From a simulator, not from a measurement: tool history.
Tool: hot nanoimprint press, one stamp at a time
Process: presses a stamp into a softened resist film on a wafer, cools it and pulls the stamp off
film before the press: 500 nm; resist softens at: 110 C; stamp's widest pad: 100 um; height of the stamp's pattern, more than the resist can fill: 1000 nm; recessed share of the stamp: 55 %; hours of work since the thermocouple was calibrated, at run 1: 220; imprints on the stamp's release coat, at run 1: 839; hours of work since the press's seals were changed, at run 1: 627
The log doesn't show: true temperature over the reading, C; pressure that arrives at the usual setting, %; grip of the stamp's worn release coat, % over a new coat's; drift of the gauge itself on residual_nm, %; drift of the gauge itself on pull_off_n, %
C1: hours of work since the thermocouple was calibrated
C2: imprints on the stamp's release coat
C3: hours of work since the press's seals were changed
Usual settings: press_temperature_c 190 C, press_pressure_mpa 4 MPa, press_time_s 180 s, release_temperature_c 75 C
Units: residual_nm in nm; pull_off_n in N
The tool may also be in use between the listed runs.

run 1 hour=0 | press_temperature_c=190 press_pressure_mpa=4 press_time_s=180 release_temperature_c=75 | C1=220 C2=839 C3=627 | residual_nm=228.5 pull_off_n=206
run 2 hour=30.1 | press_temperature_c=190 press_pressure_mpa=4 press_time_s=127 release_temperature_c=75 | C1=238 C2=961 C3=645 | residual_nm=258.7 pull_off_n=212
run 3 hour=60.7 | press_temperature_c=190 press_pressure_mpa=4 press_time_s=127 release_temperature_c=75 | C1=256 C2=1084 C3=664 | residual_nm=260.6 pull_off_n=222
-- hour=74.4 stamp cleaned and given a new release coat
run 4 hour=88.1 | press_temperature_c=190 press_pressure_mpa=4 press_time_s=127 release_temperature_c=75 | C1=269 C2=56 C3=676 | residual_nm=260.8 pull_off_n=186
run 5 hour=108.5 | press_temperature_c=190 press_pressure_mpa=4 press_time_s=127 release_temperature_c=75 | C1=281 C2=138 C3=689 | residual_nm=259.4 pull_off_n=195
run 6 hour=133.6 | press_temperature_c=190 press_pressure_mpa=4 press_time_s=127 release_temperature_c=75 | C1=296 C2=240 C3=704 | residual_nm=262.4 pull_off_n=196
run 7 hour=148.8 | press_temperature_c=190 press_pressure_mpa=4 press_time_s=127 release_temperature_c=75 | C1=306 C2=301 C3=713 | residual_nm=262 pull_off_n=191
run 8 hour=165.9 | press_temperature_c=190 press_pressure_mpa=4 press_time_s=127 release_temperature_c=75 | C1=316 C2=371 C3=723 | residual_nm=261.7 pull_off_n=198
run 9 hour=182.9 | press_temperature_c=190 press_pressure_mpa=4 press_time_s=295 release_temperature_c=75 | C1=326 C2=439 C3=733 | residual_nm=189.1 pull_off_n=205
run 10 hour=201 | press_temperature_c=190 press_pressure_mpa=4 press_time_s=180 release_temperature_c=71 | C1=337 C2=513 C3=744 | residual_nm=230.1 pull_off_n=222
run 11 hour=219.1 | press_temperature_c=190 press_pressure_mpa=4 press_time_s=125 release_temperature_c=71 | C1=348 C2=586 C3=755 | residual_nm=259.9 pull_off_n=226
run 12 hour=244.7 | press_temperature_c=190 press_pressure_mpa=4 press_time_s=125 release_temperature_c=71 | C1=363 C2=689 C3=770 | residual_nm=265.1 pull_off_n=222
run 13 hour=269.2 | press_temperature_c=190 press_pressure_mpa=4 press_time_s=125 release_temperature_c=71 | C1=378 C2=789 C3=785 | residual_nm=266.7 pull_off_n=247
run 14 hour=292.8 | press_temperature_c=190 press_pressure_mpa=4 press_time_s=125 release_temperature_c=71 | C1=392 C2=884 C3=799 | residual_nm=266.6 pull_off_n=241
run 15 hour=309.6 | press_temperature_c=190 press_pressure_mpa=4 press_time_s=125 release_temperature_c=71 | C1=402 C2=952 C3=809 | residual_nm=263.6 pull_off_n=240
run 16 hour=337.8 | press_temperature_c=190 press_pressure_mpa=3.36 press_time_s=125 release_temperature_c=71 | C1=419 C2=1066 C3=826 | residual_nm=286.5 pull_off_n=240
-- hour=357.1 stamp cleaned and given a new release coat
run 17 hour=374.9 | press_temperature_c=190 press_pressure_mpa=3.88 press_time_s=235 release_temperature_c=71 | C1=437 C2=73 C3=844 | residual_nm=214.5 pull_off_n=219
run 18 hour=398.1 | press_temperature_c=190 press_pressure_mpa=3.88 press_time_s=235 release_temperature_c=71 | C1=451 C2=166 C3=858 | residual_nm=214.8 pull_off_n=211
run 19 hour=428.6 | press_temperature_c=179 press_pressure_mpa=4 press_time_s=180 release_temperature_c=75 | C1=469 C2=290 C3=877 | residual_nm=326.9 pull_off_n=194
run 20 hour=449.7 | press_temperature_c=190 press_pressure_mpa=4 press_time_s=230 release_temperature_c=75 | C1=482 C2=375 C3=889 | residual_nm=215.5 pull_off_n=203
run 21 hour=481.6 | press_temperature_c=190 press_pressure_mpa=4 press_time_s=230 release_temperature_c=75 | C1=501 C2=504 C3=908 | residual_nm=215.4 pull_off_n=206
-- hour=486.8 plate thermocouple calibrated
run 22 hour=507.7 | press_temperature_c=190 press_pressure_mpa=4 press_time_s=308 release_temperature_c=76 | C1=12 C2=598 C3=922 | residual_nm=179.5 pull_off_n=190
run 23 hour=525.5 | press_temperature_c=190 press_pressure_mpa=4 press_time_s=308 release_temperature_c=76 | C1=23 C2=670 C3=933 | residual_nm=182.2 pull_off_n=198
run 24 hour=543.2 | press_temperature_c=192 press_pressure_mpa=2.99 press_time_s=308 release_temperature_c=78 | C1=34 C2=741 C3=943 | residual_nm=194.6 pull_off_n=187
run 25 hour=572.7 | press_temperature_c=190 press_pressure_mpa=4 press_time_s=90 release_temperature_c=75 | C1=51 C2=861 C3=961 | residual_nm=286.5 pull_off_n=197
run 26 hour=603.8 | press_temperature_c=193 press_pressure_mpa=3.81 press_time_s=236 release_temperature_c=73 | C1=70 C2=986 C3=980 | residual_nm=189.4 pull_off_n=232
run 27 hour=618.7 | press_temperature_c=186 press_pressure_mpa=3.01 press_time_s=236 release_temperature_c=73 | C1=79 C2=1046 C3=988 | residual_nm=261.4 pull_off_n=230
-- hour=641.9 stamp cleaned and given a new release coat
run 28 hour=642.8 | press_temperature_c=186 press_pressure_mpa=4.19 press_time_s=238 release_temperature_c=81 | C1=90 C2=4 C3=999 | residual_nm=227.5 pull_off_n=152
run 29 hour=672.2 | press_temperature_c=186 press_pressure_mpa=3.37 press_time_s=238 release_temperature_c=75 | C1=107 C2=123 C3=1017 | residual_nm=245.8 pull_off_n=182
run 30 hour=699 | press_temperature_c=200 press_pressure_mpa=5.23 press_time_s=238 release_temperature_c=72 | C1=123 C2=231 C3=1033 | residual_nm=130.7 pull_off_n=202

Forecast each of these 4 alternatives for the next run:
run A hour=726.8 | press_temperature_c=190 press_pressure_mpa=4 press_time_s=180 release_temperature_c=76 | C1=140 C2=344 C3=1050 | residual_nm=? pull_off_n=?
run B hour=726.8 | press_temperature_c=200 press_pressure_mpa=5.23 press_time_s=290 release_temperature_c=72 | C1=140 C2=344 C3=1050 | residual_nm=? pull_off_n=?
run C hour=726.8 | press_temperature_c=186 press_pressure_mpa=3.14 press_time_s=238 release_temperature_c=72 | C1=140 C2=344 C3=1050 | residual_nm=? pull_off_n=?
run D hour=726.8 | press_temperature_c=199 press_pressure_mpa=3 press_time_s=180 release_temperature_c=75 | C1=140 C2=344 C3=1050 | residual_nm=? pull_off_n=?

run=A residual_nm=227.8 pull_off_n=181
run=B residual_nm=120.2 pull_off_n=212
run=C residual_nm=257.7 pull_off_n=205
run=D residual_nm=198 pull_off_n=189
Without the tool's hidden state the same runs would have given:
run=A residual_nm=220.6 pull_off_n=168
run=B residual_nm=115.5 pull_off_n=197
run=C residual_nm=250.5 pull_off_n=190
run=D residual_nm=192.6 pull_off_n=176
